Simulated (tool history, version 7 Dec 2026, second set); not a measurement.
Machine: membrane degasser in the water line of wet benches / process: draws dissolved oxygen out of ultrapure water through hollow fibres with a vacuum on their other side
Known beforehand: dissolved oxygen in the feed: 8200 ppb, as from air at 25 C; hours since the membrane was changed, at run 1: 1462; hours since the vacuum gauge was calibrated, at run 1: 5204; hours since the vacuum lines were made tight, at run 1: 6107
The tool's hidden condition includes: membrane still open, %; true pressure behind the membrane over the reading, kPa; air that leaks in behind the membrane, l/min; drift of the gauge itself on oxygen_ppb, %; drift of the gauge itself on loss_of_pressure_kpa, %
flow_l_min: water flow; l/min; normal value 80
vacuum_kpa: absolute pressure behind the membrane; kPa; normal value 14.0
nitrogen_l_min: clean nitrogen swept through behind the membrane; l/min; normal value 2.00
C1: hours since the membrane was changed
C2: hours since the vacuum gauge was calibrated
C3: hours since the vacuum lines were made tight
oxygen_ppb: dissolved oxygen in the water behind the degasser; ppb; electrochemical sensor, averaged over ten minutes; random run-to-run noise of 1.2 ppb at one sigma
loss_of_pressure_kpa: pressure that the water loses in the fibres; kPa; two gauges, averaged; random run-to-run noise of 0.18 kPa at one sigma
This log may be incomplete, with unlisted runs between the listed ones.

Run 1, hour 0.0: usual settings; C1 1462; C2 5204; C3 6107. Result: oxygen_ppb 811.5 ppb, loss_of_pressure_kpa 34.99 kPa.
Run 2, hour 59.7: usual settings; C1 1521; C2 5264; C3 6167. Result: oxygen_ppb 810.5 ppb, loss_of_pressure_kpa 34.99 kPa.
Run 3, hour 126.4: usual settings but vacuum_kpa 10.2 kPa; C1 1588; C2 5331; C3 6234. Result: oxygen_ppb 544.8 ppb, loss_of_pressure_kpa 34.71 kPa.
Run 4, hour 168.7: usual settings but vacuum_kpa 10.2 kPa; C1 1630; C2 5373; C3 6276. Result: oxygen_ppb 545.5 ppb, loss_of_pressure_kpa 34.92 kPa.
Run 5, hour 202.4: usual settings but flow_l_min 114 l/min, vacuum_kpa 10.2 kPa; C1 1664; C2 5407; C3 6310. Result: oxygen_ppb 720.5 ppb, loss_of_pressure_kpa 50.35 kPa.
Run 6, hour 232.2: usual settings but flow_l_min 114 l/min, vacuum_kpa 10.2 kPa; C1 1694; C2 5437; C3 6339. Result: oxygen_ppb 723.0 ppb, loss_of_pressure_kpa 50.16 kPa.
Run 7, hour 293.0: usual settings but flow_l_min 114 l/min, vacuum_kpa 10.2 kPa, nitrogen_l_min 3.45 l/min; C1 1755; C2 5497; C3 6400. Result: oxygen_ppb 487.4 ppb, loss_of_pressure_kpa 50.31 kPa.
Run 8, hour 332.6: usual settings but nitrogen_l_min 2.25 l/min; C1 1794; C2 5537; C3 6440. Result: oxygen_ppb 742.9 ppb, loss_of_pressure_kpa 35.01 kPa.
Run 9, hour 380.4: usual settings but nitrogen_l_min 1.26 l/min; C1 1842; C2 5585; C3 6488. Result: oxygen_ppb 1121.5 ppb, loss_of_pressure_kpa 35.38 kPa.
Run 10, hour 441.0: usual settings; C1 1903; C2 5645; C3 6548. Result: oxygen_ppb 810.3 ppb, loss_of_pressure_kpa 35.05 kPa.
Run 11, hour 495.0: usual settings; C1 1957; C2 5699; C3 6602. Result: oxygen_ppb 808.6 ppb, loss_of_pressure_kpa 35.13 kPa.
Run 12, hour 551.7: usual settings but nitrogen_l_min 4.01 l/min; C1 2013; C2 5756; C3 6659. Result: oxygen_ppb 467.3 ppb, loss_of_pressure_kpa 35.06 kPa.
Run 13, hour 619.7: usual settings but nitrogen_l_min 0.97 l/min; C1 2081; C2 5824; C3 6727. Result: oxygen_ppb 1323.2 ppb, loss_of_pressure_kpa 35.05 kPa.
Run 14, hour 686.2: usual settings but flow_l_min 77 l/min, vacuum_kpa 12.1 kPa, nitrogen_l_min 1.46 l/min; C1 2148; C2 5891; C3 6793. Result: oxygen_ppb 831.6 ppb, loss_of_pressure_kpa 33.96 kPa.
Run 15, hour 752.2: usual settings but flow_l_min 77 l/min, vacuum_kpa 12.1 kPa, nitrogen_l_min 1.46 l/min; C1 2214; C2 5957; C3 6859. Result: oxygen_ppb 831.7 ppb, loss_of_pressure_kpa 34.05 kPa.
Run 16, hour 789.8: usual settings but flow_l_min 97 l/min, nitrogen_l_min 4.77 l/min; C1 2251; C2 5994; C3 6897. Result: oxygen_ppb 480.3 ppb, loss_of_pressure_kpa 42.75 kPa.
Run 17, hour 829.1: usual settings but vacuum_kpa 18.4 kPa; C1 2291; C2 6033; C3 6936. Result: oxygen_ppb 1103.3 ppb, loss_of_pressure_kpa 35.10 kPa.
At hour 846.8: seals of the vacuum lines changed.
Run 18, hour 872.1: usual settings but vacuum_kpa 16.4 kPa, nitrogen_l_min 3.62 l/min; C1 2332; C2 6074; C3 25. Result: oxygen_ppb 610.5 ppb, loss_of_pressure_kpa 35.40 kPa.
Run 19, hour 946.4: usual settings but vacuum_kpa 16.4 kPa, nitrogen_l_min 3.62 l/min; C1 2406; C2 6149; C3 100. Result: oxygen_ppb 612.1 ppb, loss_of_pressure_kpa 35.47 kPa.
Run 20, hour 1011.6: usual settings but flow_l_min 96 l/min, vacuum_kpa 16.4 kPa, nitrogen_l_min 3.62 l/min; C1 2471; C2 6214; C3 165. Result: oxygen_ppb 713.3 ppb, loss_of_pressure_kpa 42.44 kPa.

Predict each of these 4 candidate next runs independently; none follows another, all start after run 20:
Run A, hour 1055.8: usual settings but flow_l_min 114 l/min, vacuum_kpa 16.4 kPa, nitrogen_l_min 3.62 l/min; C1 2515; C2 6258; C3 209. Result: oxygen_ppb ?, loss_of_pressure_kpa ?.
Run B, hour 1055.8: usual settings but flow_l_min 125 l/min; C1 2515; C2 6258; C3 209. Result: oxygen_ppb ?, loss_of_pressure_kpa ?.
Run C, hour 1055.8: usual settings but flow_l_min 103 l/min, nitrogen_l_min 2.33 l/min; C1 2515; C2 6258; C3 209. Result: oxygen_ppb ?, loss_of_pressure_kpa ?.
Run D, hour 1055.8: usual settings but flow_l_min 96 l/min, vacuum_kpa 16.5 kPa, nitrogen_l_min 4.69 l/min; C1 2515; C2 6258; C3 209. Result: oxygen_ppb ?, loss_of_pressure_kpa ?.

run  oxygen_ppb  loss_of_pressure_kpa
  A       828.0                 50.19
  B      1133.0                 55.42
  C       883.2                 45.93
  D       583.1                 42.77
Without the tool's unlogged condition, the same runs would have read:
run  oxygen_ppb  loss_of_pressure_kpa
  A       815.9                 48.75
  B      1114.5                 53.85
  C       869.4                 44.63
  D       574.9                 41.55
